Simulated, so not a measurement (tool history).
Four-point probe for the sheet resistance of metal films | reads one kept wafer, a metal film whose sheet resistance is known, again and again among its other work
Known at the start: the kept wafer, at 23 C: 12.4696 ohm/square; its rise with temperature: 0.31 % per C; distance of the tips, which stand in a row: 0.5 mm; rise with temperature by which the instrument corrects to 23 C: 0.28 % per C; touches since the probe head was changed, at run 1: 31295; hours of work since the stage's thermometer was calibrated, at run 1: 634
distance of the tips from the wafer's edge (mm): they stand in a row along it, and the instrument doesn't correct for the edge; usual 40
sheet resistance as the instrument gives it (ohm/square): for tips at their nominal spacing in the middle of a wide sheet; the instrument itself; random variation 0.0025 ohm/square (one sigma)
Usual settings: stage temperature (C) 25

run,hour,stage temperature (C),distance of the tips from the wafer's edge (mm),touches since the probe head was changed,hours of work since the stage's thermometer was calibrated,sheet resistance as the instrument gives it (ohm/square)
1,0,25,40,31295,634,12.51459
2,54.9,25,40,33039,659,12.517004
3,100.5,25,40,34487,681,12.520873
4,153.1,25,56,36155,705,12.521992
5,196.2,32,40,37523,725,12.551513
6,226.3,32,40,38480,739,12.550256
7,257,25,40,39454,753,12.518898
8,303.4,25,40,40928,774,12.517993
9,355.6,25,40,42586,798,12.528046
10,403.4,20,40,44105,821,12.495945
11,430.7,20,40,44970,833,12.501995
12,456.5,25,40,45791,845,12.527152
13,491.5,25,5,46900,861,12.592172
14,535.3,25,5,48293,882,12.587946
15,571.2,25,40,49431,898,12.528588
16,613.1,25,40,50763,918,12.52603
17,654.4,25,40,52075,937,12.527839
18,703.4,25,40,53630,959,12.529553
19,736.6,26,40,54683,975,12.533158
20,778.9,25,40,56026,994,12.529518
21,802.5,25,40,56776,1005,12.532886
22,830.7,21,40,57673,1018,12.514045
23,878.6,18,40,59194,1040,12.503125
24,927.4,25,56,60744,1063,12.5328
25,974.4,27,5,62235,1085,12.60919
26,1017.6,27,5,63607,1105,12.610204
27,1068.4,27,5,65219,1128,12.607281
28,1106.9,24,26,66442,1146,12.530102
29,1151.8,24,26,67868,1167,12.531492
30,1199.1,24,26,69372,1189,12.535787
31,1224.4,24,26,70173,1200,12.542479
32,1271.2,29,28,71659,1222,12.553343
33,1305.5,29,28,72747,1238,12.559456
34,1342.2,29,28,73914,1255,12.561665
35,1365.3,22,24,74648,1265,12.529085
36,1408.2,22,24,76009,1285,12.533988
37,1432.5,22,24,76781,1296,12.529213
38,1482.5,18,9,78369,1320,12.529336
39,1518.8,19,20,79520,1336,12.522435
40,1553.9,25,65,80635,1353,12.54153
41,1582.4,25,65,81540,1366,12.548349

Forecast each of these 3 alternatives for the next run:
A,1613.6,20,20,82530,1380,?
B,1613.6,21,40,82530,1380,?
C,1613.6,22,27,82530,1380,?

run,sheet resistance as the instrument gives it (ohm/square)
A,12.525856
B,12.526331
C,12.539745
Without the tool's hidden state the same runs would have given:
run,sheet resistance as the instrument gives it (ohm/square)
A,12.459475
B,12.459895
C,12.473187
